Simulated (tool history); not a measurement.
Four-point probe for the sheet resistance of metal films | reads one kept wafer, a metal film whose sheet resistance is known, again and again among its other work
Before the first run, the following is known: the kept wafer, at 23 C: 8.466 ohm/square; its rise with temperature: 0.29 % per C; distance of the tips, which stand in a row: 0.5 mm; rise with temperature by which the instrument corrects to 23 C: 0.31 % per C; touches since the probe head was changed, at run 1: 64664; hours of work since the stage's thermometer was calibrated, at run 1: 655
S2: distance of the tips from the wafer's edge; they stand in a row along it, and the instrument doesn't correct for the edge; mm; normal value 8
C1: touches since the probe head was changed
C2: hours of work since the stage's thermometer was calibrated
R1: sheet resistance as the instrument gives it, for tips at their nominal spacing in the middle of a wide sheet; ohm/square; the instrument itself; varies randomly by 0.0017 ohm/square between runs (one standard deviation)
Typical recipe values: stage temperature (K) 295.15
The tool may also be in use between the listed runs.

{"run": 1, "hour": 0.0, "stage temperature (K)": 295.15, "S2": 8, "C1": 64664, "C2": 655, "R1": 8.514634}
{"run": 2, "hour": 52.3, "stage temperature (K)": 295.15, "S2": 8, "C1": 65736, "C2": 696, "R1": 8.520838}
{"run": 3, "hour": 143.8, "stage temperature (K)": 295.15, "S2": 8, "C1": 67613, "C2": 768, "R1": 8.517566}
{"run": 4, "hour": 189.4, "stage temperature (K)": 295.15, "S2": 8, "C1": 68548, "C2": 804, "R1": 8.519355}
{"run": 5, "hour": 274.4, "stage temperature (K)": 295.15, "S2": 8, "C1": 70291, "C2": 871, "R1": 8.520417}
{"run": 6, "hour": 342.5, "stage temperature (K)": 295.15, "S2": 8, "C1": 71687, "C2": 925, "R1": 8.522919}
{"run": 7, "hour": 408.7, "stage temperature (K)": 293.15, "S2": 8, "C1": 73045, "C2": 977, "R1": 8.524113}
{"run": 8, "hour": 505.1, "stage temperature (K)": 294.15, "S2": 8, "C1": 75021, "C2": 1053, "R1": 8.523797}
{"run": 9, "hour": 580.1, "stage temperature (K)": 294.15, "S2": 8, "C1": 76559, "C2": 1112, "R1": 8.524447}
{"run": 10, "hour": 645.3, "stage temperature (K)": 302.15, "S2": 23, "C1": 77896, "C2": 1164, "R1": 8.491991}
{"run": 11, "hour": 730.1, "stage temperature (K)": 304.15, "S2": 3, "C1": 79635, "C2": 1231, "R1": 8.612759}
{"run": 12, "hour": 810.2, "stage temperature (K)": 304.15, "S2": 3, "C1": 81278, "C2": 1294, "R1": 8.618706}
{"run": 13, "hour": 875.1, "stage temperature (K)": 293.15, "S2": 14, "C1": 82610, "C2": 1345, "R1": 8.515662}
{"run": 14, "hour": 978.3, "stage temperature (K)": 306.15, "S2": 7, "C1": 84724, "C2": 1426, "R1": 8.509869}
{"run": 15, "hour": 1034.3, "stage temperature (K)": 298.15, "S2": 29, "C1": 85874, "C2": 1471, "R1": 8.499091}
{"run": 16, "hour": 1096.5, "stage temperature (K)": 293.15, "S2": 29, "C1": 87148, "C2": 1520, "R1": 8.510506}
{"run": 17, "hour": 1164.7, "stage temperature (K)": 293.15, "S2": 29, "C1": 88547, "C2": 1573, "R1": 8.508655}

Alternative continuations, all from the tool just after run 17; predict every row:
{"run": "A", "hour": 1251.4, "stage temperature (K)": 305.15, "S2": 12, "C1": 90326, "C2": 1642, "R1": "?"}
{"run": "B", "hour": 1251.4, "stage temperature (K)": 299.15, "S2": 4, "C1": 90326, "C2": 1642, "R1": "?"}
{"run": "C", "hour": 1251.4, "stage temperature (K)": 298.15, "S2": 49, "C1": 90326, "C2": 1642, "R1": "?"}
{"run": "D", "hour": 1251.4, "stage temperature (K)": 301.15, "S2": 8, "C1": 90326, "C2": 1642, "R1": "?"}
{"run": "E", "hour": 1251.4, "stage temperature (K)": 294.15, "S2": 29, "C1": 90326, "C2": 1642, "R1": "?"}

run=A R1=8.49709
run=B R1=8.571053
run=C R1=8.501807
run=D R1=8.513642
run=E R1=8.507468
Stripped of hidden state, with their random variation kept, the same runs would have yielded:
run=A R1=8.457999
run=B R1=8.531803
run=C R1=8.462869
run=D R1=8.47458
run=E R1=8.468609
